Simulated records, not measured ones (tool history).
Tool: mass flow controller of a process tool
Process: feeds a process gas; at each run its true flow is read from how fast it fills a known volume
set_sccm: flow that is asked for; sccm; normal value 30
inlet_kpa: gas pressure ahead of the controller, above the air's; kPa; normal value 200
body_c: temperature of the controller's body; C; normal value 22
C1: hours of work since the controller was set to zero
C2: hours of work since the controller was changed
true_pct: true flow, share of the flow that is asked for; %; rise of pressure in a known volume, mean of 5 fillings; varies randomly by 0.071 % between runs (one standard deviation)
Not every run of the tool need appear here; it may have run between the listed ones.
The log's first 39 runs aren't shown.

Run 40, hour 5827.7: usual settings but set_sccm 40 sccm, body_c 28 C; C1 3357; C2 3357. Result: true_pct 99.54 %.
Run 41, hour 5924.1: usual settings but set_sccm 6 sccm; C1 3390; C2 3390. Result: true_pct 99.30 %.
Run 42, hour 6115.5: usual settings but set_sccm 6 sccm, inlet_kpa 170 kPa; C1 3456; C2 3456. Result: true_pct 99.40 %.
Run 43, hour 6298.3: usual settings but set_sccm 5 sccm, inlet_kpa 163 kPa, body_c 37 C; C1 3519; C2 3519. Result: true_pct 97.63 %.
Run 44, hour 6387.8: usual settings but set_sccm 8 sccm, inlet_kpa 186 kPa, body_c 37 C; C1 3550; C2 3550. Result: true_pct 97.91 %.
Run 45, hour 6501.6: usual settings but set_sccm 10 sccm; C1 3590; C2 3590. Result: true_pct 99.68 %.
Run 46, hour 6645.1: usual settings but set_sccm 10 sccm; C1 3639; C2 3639. Result: true_pct 99.67 %.
Run 47, hour 6758.0: usual settings but set_sccm 41 sccm, inlet_kpa 162 kPa, body_c 29 C; C1 3678; C2 3678. Result: true_pct 99.49 %.

Predict each of these 5 candidate next runs independently; none follows another, all start after run 47:
Run A, hour 6967.8: usual settings but set_sccm 5 sccm, inlet_kpa 150 kPa; C1 3751; C2 3751. Result: true_pct ?.
Run B, hour 6967.8: usual settings but set_sccm 9 sccm, inlet_kpa 176 kPa, body_c 23 C; C1 3751; C2 3751. Result: true_pct ?.
Run C, hour 6967.8: usual settings but set_sccm 18 sccm, inlet_kpa 234 kPa, body_c 24 C; C1 3751; C2 3751. Result: true_pct ?.
Run D, hour 6967.8: usual settings but set_sccm 8 sccm, inlet_kpa 192 kPa, body_c 29 C; C1 3751; C2 3751. Result: true_pct ?.
Run E, hour 6967.8: usual settings but set_sccm 29 sccm, body_c 31 C; C1 3751; C2 3751. Result: true_pct ?.

run  true_pct
  A     99.37
  B     99.51
  C     99.73
  D     98.92
  E     99.20
What these runs would have given with no unlogged condition in the tool:
run  true_pct
  A     98.99
  B     99.12
  C     99.32
  D     98.53
  E     98.79
